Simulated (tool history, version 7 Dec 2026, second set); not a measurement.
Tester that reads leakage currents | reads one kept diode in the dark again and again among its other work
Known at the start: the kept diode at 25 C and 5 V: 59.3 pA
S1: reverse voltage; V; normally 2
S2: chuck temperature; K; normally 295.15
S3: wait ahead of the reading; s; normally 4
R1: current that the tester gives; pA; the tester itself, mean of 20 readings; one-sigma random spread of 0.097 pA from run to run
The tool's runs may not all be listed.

{"run": 1, "hour": 0.0, "S1": 2, "S2": 295.15, "S3": 4, "R1": 32.52}
{"run": 2, "hour": 48.5, "S1": 2, "S2": 295.15, "S3": 4, "R1": 32.55}
{"run": 3, "hour": 83.5, "S1": 2, "S2": 295.15, "S3": 4, "R1": 33.19}
{"run": 4, "hour": 122.4, "S1": 2, "S2": 295.15, "S3": 4, "R1": 33.11}
{"run": 5, "hour": 182.1, "S1": 2, "S2": 295.15, "S3": 4, "R1": 33.37}
{"run": 6, "hour": 230.8, "S1": 2, "S2": 295.15, "S3": 0.42, "R1": 34.5}
{"run": 7, "hour": 265.5, "S1": 2, "S2": 295.15, "S3": 6.84, "R1": 33.84}
{"run": 8, "hour": 299.0, "S1": 2, "S2": 295.15, "S3": 6.84, "R1": 33.89}
{"run": 9, "hour": 346.8, "S1": 2, "S2": 295.15, "S3": 6.84, "R1": 34.01}
{"run": 10, "hour": 405.7, "S1": 2, "S2": 295.15, "S3": 6.84, "R1": 34.16}
{"run": 11, "hour": 443.1, "S1": 2, "S2": 295.15, "S3": 6.84, "R1": 34.53}
{"run": 12, "hour": 502.4, "S1": 2, "S2": 295.15, "S3": 6.84, "R1": 34.74}
{"run": 13, "hour": 537.3, "S1": 2, "S2": 295.15, "S3": 2.7, "R1": 34.9}
{"run": 14, "hour": 596.3, "S1": 2, "S2": 295.15, "S3": 2.7, "R1": 35.35}
{"run": 15, "hour": 629.8, "S1": 3.24, "S2": 295.15, "S3": 2.7, "R1": 46.79}
{"run": 16, "hour": 664.8, "S1": 2, "S2": 312.15, "S3": 4, "R1": 131.9}
{"hour": 700.6, "done": "chuck's temperature calibrated"}
{"run": 17, "hour": 701.2, "S1": 3.37, "S2": 312.15, "S3": 4, "R1": 149.08}
{"run": 18, "hour": 753.5, "S1": 3.37, "S2": 312.15, "S3": 4, "R1": 150.84}
{"run": 19, "hour": 806.1, "S1": 3.37, "S2": 312.15, "S3": 4, "R1": 152.15}
{"run": 20, "hour": 837.0, "S1": 3.37, "S2": 312.15, "S3": 4, "R1": 151.02}
{"run": 21, "hour": 865.4, "S1": 3.37, "S2": 312.15, "S3": 4, "R1": 152.7}
{"run": 22, "hour": 895.3, "S1": 3.04, "S2": 312.15, "S3": 0.35, "R1": 146.44}
{"run": 23, "hour": 936.8, "S1": 14.9, "S2": 294.15, "S3": 0.49, "R1": 101.98}
{"run": 24, "hour": 971.0, "S1": 1.31, "S2": 294.15, "S3": 0.64, "R1": 22.4}
{"run": 25, "hour": 1014.9, "S1": 1.31, "S2": 309.15, "S3": 0.37, "R1": 73.07}
{"run": 26, "hour": 1046.2, "S1": 7.19, "S2": 295.15, "S3": 0.33, "R1": 70.88}
{"run": 27, "hour": 1085.8, "S1": 4.31, "S2": 308.15, "S3": 2.19, "R1": 133.38}
{"run": 28, "hour": 1135.9, "S1": 4.31, "S2": 308.15, "S3": 2.19, "R1": 133.9}
{"run": 29, "hour": 1162.8, "S1": 4.31, "S2": 308.15, "S3": 0.76, "R1": 135.2}
{"run": 30, "hour": 1214.6, "S1": 4.31, "S2": 308.15, "S3": 0.76, "R1": 135.91}
{"run": 31, "hour": 1255.1, "S1": 12.95, "S2": 328.15, "S3": 6.24, "R1": 1068.91}
{"run": 32, "hour": 1289.0, "S1": 1.01, "S2": 295.15, "S3": 6.42, "R1": 21.22}
{"run": 33, "hour": 1321.9, "S1": 1.01, "S2": 295.15, "S3": 6.42, "R1": 21.21}
{"run": 34, "hour": 1354.8, "S1": 1.01, "S2": 295.15, "S3": 6.42, "R1": 21.48}
{"run": 35, "hour": 1400.0, "S1": 2.34, "S2": 295.15, "S3": 6.42, "R1": 35.76}
{"run": 36, "hour": 1430.7, "S1": 7.48, "S2": 295.15, "S3": 2.21, "R1": 72}
{"run": 37, "hour": 1455.8, "S1": 6.2, "S2": 312.15, "S3": 4, "R1": 230.85}
{"run": 38, "hour": 1498.6, "S1": 6.2, "S2": 312.15, "S3": 4, "R1": 231.65}
{"run": 39, "hour": 1554.6, "S1": 11.56, "S2": 313.15, "S3": 0.65, "R1": 360.27}
{"run": 40, "hour": 1583.8, "S1": 2, "S2": 295.15, "S3": 0.97, "R1": 33.43}
{"run": 41, "hour": 1633.7, "S1": 1.14, "S2": 319.15, "S3": 0.91, "R1": 149.23}

Alternative continuations, all from the tool just after run 41; predict every row:
{"hour": 1661.3, "done": "probe card cleaned and baked"}
{"run": "A", "hour": 1685.8, "S1": 2.74, "S2": 297.15, "S3": 4.28, "R1": "?"}
{"hour": 1661.3, "done": "probe card cleaned and baked"}
{"run": "B", "hour": 1685.8, "S1": 1.19, "S2": 319.15, "S3": 0.91, "R1": "?"}
{"hour": 1661.3, "done": "probe card cleaned and baked"}
{"run": "C", "hour": 1685.8, "S1": 12.4, "S2": 295.15, "S3": 4.71, "R1": "?"}

run=A R1=43.47
run=B R1=152.22
run=C R1=86.05
Stripped of hidden state, with their random variation kept, the same runs would have yielded:
run=A R1=39.04
run=B R1=138.84
run=C R1=77.2
